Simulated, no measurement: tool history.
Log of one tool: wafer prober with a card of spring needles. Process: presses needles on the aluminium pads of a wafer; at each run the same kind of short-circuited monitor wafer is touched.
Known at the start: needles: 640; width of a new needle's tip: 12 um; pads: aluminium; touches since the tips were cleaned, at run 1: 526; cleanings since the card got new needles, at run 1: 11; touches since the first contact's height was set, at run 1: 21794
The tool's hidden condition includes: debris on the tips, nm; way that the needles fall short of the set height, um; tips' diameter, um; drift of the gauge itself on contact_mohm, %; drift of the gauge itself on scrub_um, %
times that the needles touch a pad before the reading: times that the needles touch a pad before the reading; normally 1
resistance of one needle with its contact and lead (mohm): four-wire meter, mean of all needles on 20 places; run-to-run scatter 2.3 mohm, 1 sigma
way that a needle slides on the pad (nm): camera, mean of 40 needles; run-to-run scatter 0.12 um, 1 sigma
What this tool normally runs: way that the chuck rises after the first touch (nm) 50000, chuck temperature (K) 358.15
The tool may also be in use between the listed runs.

run   hour  way that the chuck rises after the first touch (nm)  chuck temperature (K)  times that the needles touch a pad before the reading  touches since the tips were cleaned  cleanings since the card got new needles  touches since the first contact's height was set  resistance of one needle with its contact and lead (mohm)  way that a needle slides on the pad (nm)
  1      0                                                50000                 358.15                                                      1                                  526                                        11                                             21794                                                        306                                      7920
       2.8  -- tips cleaned on abrasive film
       6.6  -- tips cleaned on abrasive film
      10.3  -- tips cleaned on abrasive film
      14.1  -- tips cleaned on abrasive film
      18.7  -- tips cleaned on abrasive film
      22.5  -- tips cleaned on abrasive film
      26.2  -- tips cleaned on abrasive film
      30.8  -- tips cleaned on abrasive film
      35.5  -- tips cleaned on abrasive film
      39.2  -- tips cleaned on abrasive film
      43.9  -- tips cleaned on abrasive film
      47.6  -- tips cleaned on abrasive film
      52.3  -- tips cleaned on abrasive film
        56  -- tips cleaned on abrasive film
      59.8  -- tips cleaned on abrasive film
      64.4  -- tips cleaned on abrasive film
  2   64.9                                                50000                 322.15                                                      1                                  213                                        27                                             52539                                                        277                                      7550
      68.6  -- tips cleaned on abrasive film
      72.3  -- tips cleaned on abrasive film
      76.1  -- tips cleaned on abrasive film
      79.8  -- tips cleaned on abrasive film
      83.6  -- tips cleaned on abrasive film
      87.3  -- tips cleaned on abrasive film
        92  -- tips cleaned on abrasive film
  3   93.8                                                50000                 358.15                                                      1                                  888                                        34                                             66259                                                        329                                      7470
      96.6  -- tips cleaned on abrasive film
     100.3  -- tips cleaned on abrasive film
     104.1  -- tips cleaned on abrasive film
     108.7  -- tips cleaned on abrasive film
     112.5  -- tips cleaned on abrasive film
     116.2  -- tips cleaned on abrasive film
     120.8  -- tips cleaned on abrasive film
     124.6  -- tips cleaned on abrasive film
     129.2  -- tips cleaned on abrasive film
     133.9  -- tips cleaned on abrasive film
  4    137                                                50000                 358.15                                                      1                                 1497                                        44                                             86764                                                        397                                      7110
       138  -- tips cleaned on abrasive film
     142.6  -- tips cleaned on abrasive film
     146.4  -- tips cleaned on abrasive film
       151  -- tips cleaned on abrasive film
     154.8  -- tips cleaned on abrasive film
     158.5  -- tips cleaned on abrasive film
     163.2  -- tips cleaned on abrasive film
     166.9  -- tips cleaned on abrasive film
     170.6  -- tips cleaned on abrasive film
     174.4  -- tips cleaned on abrasive film
     178.1  -- tips cleaned on abrasive film
     182.8  -- tips cleaned on abrasive film
     186.5  -- tips cleaned on abrasive film
     191.2  -- tips cleaned on abrasive film
       195  -- tips cleaned on abrasive film
  5    195                                                50000                 358.15                                                      1                                    0                                        59                                            114234                                                        276                                      6950
     198.7  -- tips cleaned on abrasive film
     202.5  -- tips cleaned on abrasive film
     207.1  -- tips cleaned on abrasive film
     210.9  -- tips cleaned on abrasive film
     214.6  -- tips cleaned on abrasive film
     219.3  -- tips cleaned on abrasive film
       223  -- tips cleaned on abrasive film
     226.7  -- tips cleaned on abrasive film
  6  227.9                                                50000                 358.15                                                      1                                  552                                        67                                            129831                                                        336                                      6750
     230.7  -- tips cleaned on abrasive film
     234.5  -- tips cleaned on abrasive film
     239.1  -- tips cleaned on abrasive film
     242.8  -- tips cleaned on abrasive film
     247.5  -- tips cleaned on abrasive film
     251.2  -- tips cleaned on abrasive film
       255  -- tips cleaned on abrasive film
     258.7  -- tips cleaned on abrasive film
     262.5  -- tips cleaned on abrasive film
     267.1  -- tips cleaned on abrasive film
     271.8  -- tips cleaned on abrasive film
  7    273                                                50000                 358.15                                                      1                                  599                                        78                                            151227                                                        362                                      6790
     275.8  -- tips cleaned on abrasive film
     279.6  -- tips cleaned on abrasive film
     284.2  -- tips cleaned on abrasive film
       288  -- tips cleaned on abrasive film
     291.7  -- tips cleaned on abrasive film
     296.4  -- tips cleaned on abrasive film
       301  -- tips cleaned on abrasive film
     305.7  -- tips cleaned on abrasive film
     309.4  -- tips cleaned on abrasive film
       314  -- tips cleaned on abrasive film
     317.8  -- tips cleaned on abrasive film
     321.5  -- tips cleaned on abrasive film
     325.3  -- tips cleaned on abrasive film
     329.9  -- tips cleaned on abrasive film
     333.7  -- tips cleaned on abrasive film
  8  335.6                                                64000                 358.15                                                      1                                  923                                        93                                            180909                                                        326                                      8580
     337.5  -- tips cleaned on abrasive film
     342.1  -- tips cleaned on abrasive film
     345.9  -- tips cleaned on abrasive film
     350.5  -- tips cleaned on abrasive film
     355.2  -- tips cleaned on abrasive film
     358.9  -- tips cleaned on abrasive film
     362.6  -- tips cleaned on abrasive film
     367.3  -- tips cleaned on abrasive film
  9    370                                                42000                 313.15                                                      3                                 1290                                       101                                            197235                                                        358                                      4870
     371.9  -- tips cleaned on abrasive film
     375.6  -- tips cleaned on abrasive film
     380.3  -- tips cleaned on abrasive film
     384.9  -- tips cleaned on abrasive film
     389.6  -- tips cleaned on abrasive film
     393.3  -- tips cleaned on abrasive film
       398  -- tips cleaned on abrasive film
     401.7  -- tips cleaned on abrasive film
     405.4  -- tips cleaned on abrasive film
     410.1  -- tips cleaned on abrasive film
     414.7  -- tips cleaned on abrasive film
     418.5  -- tips cleaned on abrasive film
     422.2  -- tips cleaned on abrasive film
       426  -- tips cleaned on abrasive film
 10  428.7                                                48000                 306.15                                                      2                                 1330                                       115                                            225111                                                        405                                      5640
     429.8  -- tips cleaned on abrasive film
     434.5  -- tips cleaned on abrasive film
     439.1  -- tips cleaned on abrasive film
     443.8  -- tips cleaned on abrasive film
     447.5  -- tips cleaned on abrasive film
     451.3  -- tips cleaned on abrasive film
     455.9  -- tips cleaned on abrasive film
     460.6  -- tips cleaned on abrasive film
     465.2  -- tips cleaned on abrasive film
       469  -- tips cleaned on abrasive film
     471.1  -- height of the first contact set anew
       473  -- tips cleaned on abrasive film
     477.6  -- tips cleaned on abrasive film
     481.4  -- tips cleaned on abrasive film
     485.1  -- tips cleaned on abrasive film
     489.8  -- tips cleaned on abrasive film
     493.5  -- tips cleaned on abrasive film
 11  494.5                                                48000                 306.15                                                      2                                  494                                       131                                             11113                                                        298                                      7570
     497.4  -- tips cleaned on abrasive film
     501.1  -- tips cleaned on abrasive film
     505.8  -- tips cleaned on abrasive film
     510.4  -- tips cleaned on abrasive film
     514.2  -- tips cleaned on abrasive film
     518.8  -- tips cleaned on abrasive film
     523.5  -- tips cleaned on abrasive film
     528.1  -- tips cleaned on abrasive film
     532.8  -- tips cleaned on abrasive film
     536.5  -- tips cleaned on abrasive film
     540.2  -- tips cleaned on abrasive film
     544.9  -- tips cleaned on abrasive film
     549.6  -- tips cleaned on abrasive film
     554.2  -- tips cleaned on abrasive film
     557.9  -- tips cleaned on abrasive film
 12  560.2                                                48000                 306.15                                                      2                                 1100                                       146                                             42303                                                        345                                      7250
     562.1  -- tips cleaned on abrasive film
     566.8  -- tips cleaned on abrasive film
     571.4  -- tips cleaned on abrasive film
     576.1  -- tips cleaned on abrasive film
     580.7  -- tips cleaned on abrasive film
     584.5  -- tips cleaned on abrasive film
     589.1  -- tips cleaned on abrasive film
     592.9  -- tips cleaned on abrasive film
     596.6  -- tips cleaned on abrasive film
 13  596.7                                                63000                 306.15                                                      2                                   34                                       155                                             59591                                                        257                                      9620
     600.4  -- tips cleaned on abrasive film
     604.2  -- tips cleaned on abrasive film
     607.9  -- tips cleaned on abrasive film
     612.6  -- tips cleaned on abrasive film
     616.3  -- tips cleaned on abrasive film
       620  -- tips cleaned on abrasive film
     623.8  -- tips cleaned on abrasive film
     628.4  -- tips cleaned on abrasive film
     632.2  -- tips cleaned on abrasive film
 14  634.3                                                38000                 315.15                                                      1                                 1042                                       164                                             77449                                                        511                                      5390
     636.2  -- tips cleaned on abrasive film
       640  -- tips cleaned on abrasive film
     644.6  -- tips cleaned on abrasive film
     648.4  -- tips cleaned on abrasive film
       653  -- tips cleaned on abrasive film
     656.8  -- tips cleaned on abrasive film
     661.4  -- tips cleaned on abrasive film
     665.2  -- tips cleaned on abrasive film
 15  665.9                                                46000                 345.15                                                      2                                  351                                       172                                             92401                                                        322                                      6560
     669.6  -- tips cleaned on abrasive film
     673.4  -- tips cleaned on abrasive film
       678  -- tips cleaned on abrasive film
     681.8  -- tips cleaned on abrasive film
     686.4  -- tips cleaned on abrasive film
     691.1  -- tips cleaned on abrasive film
     694.8  -- tips cleaned on abrasive film
     699.4  -- tips cleaned on abrasive film
     703.2  -- tips cleaned on abrasive film
     706.9  -- tips cleaned on abrasive film
     711.6  -- tips cleaned on abrasive film
 16  713.7                                                39000                 326.15                                                      2                                 1035                                       183                                            115116                                                        449                                      5220

Forecast each of these 5 alternatives for the next run:
     715.6  -- tips cleaned on abrasive film
     719.4  -- tips cleaned on abrasive film
     723.1  -- tips cleaned on abrasive film
     727.8  -- tips cleaned on abrasive film
     731.5  -- tips cleaned on abrasive film
     736.2  -- tips cleaned on abrasive film
     739.9  -- tips cleaned on abrasive film
     744.6  -- tips cleaned on abrasive film
     748.3  -- tips cleaned on abrasive film
       752  -- tips cleaned on abrasive film
  A  752.6                                                50000                 358.15                                                      3                                  280                                       193                                            133537                                                          ?                                         ?
     715.6  -- tips cleaned on abrasive film
     719.4  -- tips cleaned on abrasive film
     723.1  -- tips cleaned on abrasive film
     727.8  -- tips cleaned on abrasive film
     731.5  -- tips cleaned on abrasive film
     736.2  -- tips cleaned on abrasive film
     739.9  -- tips cleaned on abrasive film
     744.6  -- tips cleaned on abrasive film
     748.3  -- tips cleaned on abrasive film
       752  -- tips cleaned on abrasive film
  B  752.6                                                39000                 316.15                                                      1                                  280                                       193                                            133537                                                          ?                                         ?
     715.6  -- tips cleaned on abrasive film
     719.4  -- tips cleaned on abrasive film
     723.1  -- tips cleaned on abrasive film
     727.8  -- tips cleaned on abrasive film
     731.5  -- tips cleaned on abrasive film
     736.2  -- tips cleaned on abrasive film
     739.9  -- tips cleaned on abrasive film
     744.6  -- tips cleaned on abrasive film
     748.3  -- tips cleaned on abrasive film
       752  -- tips cleaned on abrasive film
  C  752.6                                                54000                 358.15                                                      2                                  280                                       193                                            133537                                                          ?                                         ?
     715.6  -- tips cleaned on abrasive film
     719.4  -- tips cleaned on abrasive film
     723.1  -- tips cleaned on abrasive film
     727.8  -- tips cleaned on abrasive film
     731.5  -- tips cleaned on abrasive film
     736.2  -- tips cleaned on abrasive film
     739.9  -- tips cleaned on abrasive film
     744.6  -- tips cleaned on abrasive film
     748.3  -- tips cleaned on abrasive film
       752  -- tips cleaned on abrasive film
  D  752.6                                                49000                 303.15                                                      3                                  280                                       193                                            133537                                                          ?                                         ?
     715.6  -- tips cleaned on abrasive film
     719.4  -- tips cleaned on abrasive film
     723.1  -- tips cleaned on abrasive film
     727.8  -- tips cleaned on abrasive film
     731.5  -- tips cleaned on abrasive film
     736.2  -- tips cleaned on abrasive film
     739.9  -- tips cleaned on abrasive film
     744.6  -- tips cleaned on abrasive film
     748.3  -- tips cleaned on abrasive film
       752  -- tips cleaned on abrasive film
  E  752.6                                                57000                 358.15                                                      3                                  280                                       193                                            133537                                                          ?                                         ?

run  resistance of one needle with its contact and lead (mohm)  way that a needle slides on the pad (nm)
  A                                                        297                                      6700
  B                                                        408                                      5150
  C                                                        304                                      7550
  D                                                        284                                      6630
  E                                                        290                                      7930
What these runs would have given with no unlogged condition in the tool:
run  resistance of one needle with its contact and lead (mohm)  way that a needle slides on the pad (nm)
  A                                                        261                                      7980
  B                                                        255                                      6420
  C                                                        259                                      8830
  D                                                        246                                      7900
  E                                                        262                                      9200

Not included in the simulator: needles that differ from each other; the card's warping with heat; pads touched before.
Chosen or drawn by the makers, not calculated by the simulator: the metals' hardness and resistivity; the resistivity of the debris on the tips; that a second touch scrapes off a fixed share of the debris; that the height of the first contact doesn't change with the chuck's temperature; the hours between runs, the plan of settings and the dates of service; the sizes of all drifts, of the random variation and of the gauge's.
